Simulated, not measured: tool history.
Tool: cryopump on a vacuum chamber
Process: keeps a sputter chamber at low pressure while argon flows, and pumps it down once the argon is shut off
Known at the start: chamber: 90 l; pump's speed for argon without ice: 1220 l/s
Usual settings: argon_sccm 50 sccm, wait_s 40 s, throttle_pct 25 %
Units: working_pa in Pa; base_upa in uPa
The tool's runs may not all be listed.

{"run": 1, "hour": 0.0, "argon_sccm": 50, "wait_s": 40, "throttle_pct": 25, "working_pa": 0.2823, "base_upa": 3.58}
{"run": 2, "hour": 35.7, "argon_sccm": 50, "wait_s": 40, "throttle_pct": 25, "working_pa": 0.2829, "base_upa": 3.64}
{"run": 3, "hour": 83.0, "argon_sccm": 50, "wait_s": 40, "throttle_pct": 25, "working_pa": 0.2852, "base_upa": 3.72}
{"run": 4, "hour": 140.4, "argon_sccm": 50, "wait_s": 40, "throttle_pct": 25, "working_pa": 0.2863, "base_upa": 3.78}
{"run": 5, "hour": 176.9, "argon_sccm": 50, "wait_s": 40, "throttle_pct": 25, "working_pa": 0.2847, "base_upa": 3.96}
{"run": 6, "hour": 239.0, "argon_sccm": 50, "wait_s": 40, "throttle_pct": 25, "working_pa": 0.2896, "base_upa": 4.1}
{"run": 7, "hour": 300.1, "argon_sccm": 50, "wait_s": 40, "throttle_pct": 25, "working_pa": 0.2909, "base_upa": 4.21}
{"run": 8, "hour": 342.5, "argon_sccm": 50, "wait_s": 40, "throttle_pct": 25, "working_pa": 0.2951, "base_upa": 4.21}
{"run": 9, "hour": 389.4, "argon_sccm": 46, "wait_s": 40, "throttle_pct": 25, "working_pa": 0.2716, "base_upa": 4.34}
{"run": 10, "hour": 433.9, "argon_sccm": 31, "wait_s": 40, "throttle_pct": 25, "working_pa": 0.1843, "base_upa": 4.67}
{"run": 11, "hour": 483.6, "argon_sccm": 40, "wait_s": 40, "throttle_pct": 25, "working_pa": 0.2398, "base_upa": 4.53}
{"run": 12, "hour": 548.7, "argon_sccm": 40, "wait_s": 40, "throttle_pct": 25, "working_pa": 0.2445, "base_upa": 4.84}
{"run": 13, "hour": 588.6, "argon_sccm": 40, "wait_s": 40, "throttle_pct": 25, "working_pa": 0.244, "base_upa": 4.89}
{"run": 14, "hour": 628.4, "argon_sccm": 34, "wait_s": 107, "throttle_pct": 44, "working_pa": 0.1271, "base_upa": 4.63}
{"hour": 661.2, "done": "pump warmed up, emptied and cooled again"}
{"run": 15, "hour": 690.4, "argon_sccm": 89, "wait_s": 176, "throttle_pct": 31, "working_pa": 0.4044, "base_upa": 3.25}
{"run": 16, "hour": 726.3, "argon_sccm": 53, "wait_s": 176, "throttle_pct": 54, "working_pa": 0.1403, "base_upa": 3.3}
{"run": 17, "hour": 775.3, "argon_sccm": 32, "wait_s": 40, "throttle_pct": 32, "working_pa": 0.1411, "base_upa": 4.35}
{"hour": 820.4, "done": "leaking fittings of the chamber tightened, without venting"}
{"run": 18, "hour": 841.9, "argon_sccm": 61, "wait_s": 132, "throttle_pct": 19, "working_pa": 0.4527, "base_upa": 0.63}
{"run": 19, "hour": 898.2, "argon_sccm": 42, "wait_s": 94, "throttle_pct": 27, "working_pa": 0.2231, "base_upa": 0.84}
{"run": 20, "hour": 933.1, "argon_sccm": 42, "wait_s": 94, "throttle_pct": 27, "working_pa": 0.2244, "base_upa": 0.86}
{"run": 21, "hour": 980.7, "argon_sccm": 37, "wait_s": 32, "throttle_pct": 39, "working_pa": 0.1418, "base_upa": 1.79}
{"run": 22, "hour": 1013.1, "argon_sccm": 68, "wait_s": 193, "throttle_pct": 39, "working_pa": 0.2615, "base_upa": 0.75}
{"run": 23, "hour": 1070.5, "argon_sccm": 68, "wait_s": 193, "throttle_pct": 39, "working_pa": 0.2622, "base_upa": 0.79}
{"run": 24, "hour": 1099.3, "argon_sccm": 27, "wait_s": 40, "throttle_pct": 25, "working_pa": 0.1599, "base_upa": 1.67}
{"run": 25, "hour": 1147.8, "argon_sccm": 51, "wait_s": 58, "throttle_pct": 24, "working_pa": 0.3154, "base_upa": 1.38}

Forecast each of these 5 alternatives for the next run:
{"run": "A", "hour": 1199.5, "argon_sccm": 51, "wait_s": 137, "throttle_pct": 50, "working_pa": "?", "base_upa": "?"}
{"run": "B", "hour": 1199.5, "argon_sccm": 26, "wait_s": 58, "throttle_pct": 24, "working_pa": "?", "base_upa": "?"}
{"run": "C", "hour": 1199.5, "argon_sccm": 87, "wait_s": 33, "throttle_pct": 35, "working_pa": "?", "base_upa": "?"}
{"run": "D", "hour": 1199.5, "argon_sccm": 62, "wait_s": 58, "throttle_pct": 30, "working_pa": "?", "base_upa": "?"}
{"run": "E", "hour": 1199.5, "argon_sccm": 50, "wait_s": 40, "throttle_pct": 36, "working_pa": "?", "base_upa": "?"}

run=A working_pa=0.1622 base_upa=1.01
run=B working_pa=0.1631 base_upa=1.49
run=C working_pa=0.3851 base_upa=1.99
run=D working_pa=0.3150 base_upa=1.50
run=E working_pa=0.2150 base_upa=1.78
Without the tool's hidden state the same runs would have given:
run=A working_pa=0.1394 base_upa=0.50
run=B working_pa=0.1514 base_upa=0.98
run=C working_pa=0.3457 base_upa=1.49
run=D working_pa=0.2869 base_upa=0.98
run=E working_pa=0.1924 base_upa=1.27

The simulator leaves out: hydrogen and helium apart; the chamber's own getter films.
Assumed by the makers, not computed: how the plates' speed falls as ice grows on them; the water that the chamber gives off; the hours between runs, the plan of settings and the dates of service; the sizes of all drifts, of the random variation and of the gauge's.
